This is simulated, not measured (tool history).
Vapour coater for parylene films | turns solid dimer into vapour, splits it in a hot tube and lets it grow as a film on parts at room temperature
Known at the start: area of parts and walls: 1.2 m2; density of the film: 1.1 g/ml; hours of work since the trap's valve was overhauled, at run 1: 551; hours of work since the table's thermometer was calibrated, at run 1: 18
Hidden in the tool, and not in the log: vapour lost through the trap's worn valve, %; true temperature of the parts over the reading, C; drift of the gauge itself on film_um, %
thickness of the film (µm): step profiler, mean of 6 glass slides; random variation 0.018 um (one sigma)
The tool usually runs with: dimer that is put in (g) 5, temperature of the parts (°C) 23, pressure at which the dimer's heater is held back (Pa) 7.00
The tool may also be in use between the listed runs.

| run | hour | dimer that is put in (g) | temperature of the parts (°C) | pressure at which the dimer's heater is held back (Pa) | hours of work since the trap's valve was overhauled | hours of work since the table's thermometer was calibrated | thickness of the film (µm) |
|---|---|---|---|---|---|---|---|
| 1 | 0.0 | 5 | 23 | 7.00 | 551 | 18 | 2.29 |
| 2 | 13.4 | 5 | 19 | 7.00 | 561 | 29 | 2.77 |
| 3 | 27.6 | 5 | 23 | 10.27 | 572 | 40 | 2.24 |
| 4 | 34.6 | 5 | 23 | 10.27 | 578 | 45 | 2.23 |
| 5 | 42.2 | 5 | 21 | 7.00 | 584 | 51 | 2.52 |
| 6 | 52.8 | 5 | 21 | 7.00 | 592 | 60 | 2.49 |
| 7 | 62.9 | 5 | 22 | 7.00 | 600 | 68 | 2.39 |
| 8 | 70.3 | 5 | 23 | 7.00 | 606 | 73 | 2.28 |
| 9 | 84.9 | 5 | 16 | 7.00 | 617 | 85 | 3.18 |
| 10 | 99.5 | 5 | 16 | 7.00 | 629 | 96 | 3.12 |
|  | 112.6 | trap's valve overhauled |
| 11 | 118.9 | 5 | 16 | 7.00 | 5 | 108 | 3.46 |
| 12 | 133.5 | 5 | 16 | 7.00 | 16 | 120 | 3.47 |
| 13 | 142.9 | 5 | 16 | 7.00 | 24 | 127 | 3.44 |
| 14 | 151.6 | 5 | 16 | 7.00 | 31 | 134 | 3.41 |
| 15 | 160.7 | 5 | 16 | 7.00 | 38 | 141 | 3.43 |
| 16 | 167.0 | 5 | 16 | 7.00 | 43 | 146 | 3.45 |
| 17 | 178.9 | 5 | 16 | 7.00 | 52 | 155 | 3.46 |
| 18 | 186.7 | 5 | 16 | 7.00 | 58 | 161 | 3.41 |
| 19 | 193.3 | 5 | 16 | 7.00 | 63 | 167 | 3.44 |
| 20 | 200.9 | 5 | 16 | 7.00 | 69 | 173 | 3.42 |
| 21 | 210.1 | 5 | 16 | 7.00 | 76 | 180 | 3.44 |
| 22 | 222.0 | 5 | 16 | 7.00 | 86 | 189 | 3.43 |
| 23 | 235.8 | 5 | 16 | 7.00 | 96 | 200 | 3.43 |
| 24 | 245.0 | 6 | 17 | 7.00 | 104 | 207 | 3.88 |
| 25 | 258.6 | 6 | 17 | 7.00 | 114 | 218 | 3.93 |
| 26 | 267.1 | 6 | 25 | 5.02 | 121 | 224 | 2.76 |
| 27 | 281.2 | 6 | 25 | 5.02 | 132 | 235 | 2.75 |
| 28 | 290.6 | 4 | 32 | 5.02 | 139 | 243 | 1.32 |
| 29 | 299.3 | 4 | 32 | 5.02 | 146 | 250 | 1.32 |
| 30 | 306.3 | 4 | 32 | 5.02 | 152 | 255 | 1.32 |
| 31 | 313.5 | 9 | 17 | 9.13 | 157 | 261 | 5.66 |
| 32 | 321.6 | 9 | 17 | 9.13 | 164 | 267 | 5.69 |
| 33 | 335.4 | 5 | 18 | 4.48 | 175 | 278 | 3.14 |
| 34 | 344.2 | 5 | 18 | 4.48 | 181 | 285 | 3.19 |
| 35 | 352.7 | 8 | 33 | 7.00 | 188 | 291 | 2.43 |
| 36 | 359.3 | 8 | 34 | 7.00 | 193 | 297 | 2.35 |
| 37 | 371.4 | 4 | 16 | 3.73 | 203 | 306 | 2.83 |
| 38 | 380.1 | 4 | 16 | 3.73 | 210 | 313 | 2.81 |
| 39 | 389.9 | 3 | 22 | 10.48 | 217 | 320 | 1.51 |
| 40 | 404.0 | 5 | 29 | 5.09 | 228 | 332 | 1.91 |
| 41 | 417.3 | 6 | 22 | 2.04 | 239 | 342 | 3.32 |
| 42 | 428.4 | 9 | 23 | 6.04 | 247 | 351 | 4.41 |
| 43 | 435.5 | 2 | 21 | 3.67 | 253 | 356 | 1.09 |
| 44 | 442.0 | 3 | 23 | 2.20 | 258 | 361 | 1.55 |
| 45 | 456.8 | 3 | 25 | 8.22 | 270 | 373 | 1.32 |
| 46 | 464.0 | 7 | 29 | 5.27 | 275 | 379 | 2.59 |

Here are 5 independent what-if runs from the current tool condition. What would each one return?
| A | 470.7 | 3 | 29 | 2.32 | 280 | 384 | ? |
| B | 470.7 | 5 | 23 | 4.25 | 280 | 384 | ? |
| C | 470.7 | 5 | 24 | 5.27 | 280 | 384 | ? |
| D | 470.7 | 9 | 23 | 7.00 | 280 | 384 | ? |
| E | 470.7 | 5 | 18 | 4.44 | 280 | 384 | ? |

| run | thickness of the film (µm) |
|---|---|
| A | 1.17 |
| B | 2.47 |
| C | 2.36 |
| D | 4.32 |
| E | 3.13 |
Without the tool's unlogged condition, the same runs would have read:
| run | thickness of the film (µm) |
|---|---|
| A | 1.22 |
| B | 2.57 |
| C | 2.46 |
| D | 4.49 |
| E | 3.25 |
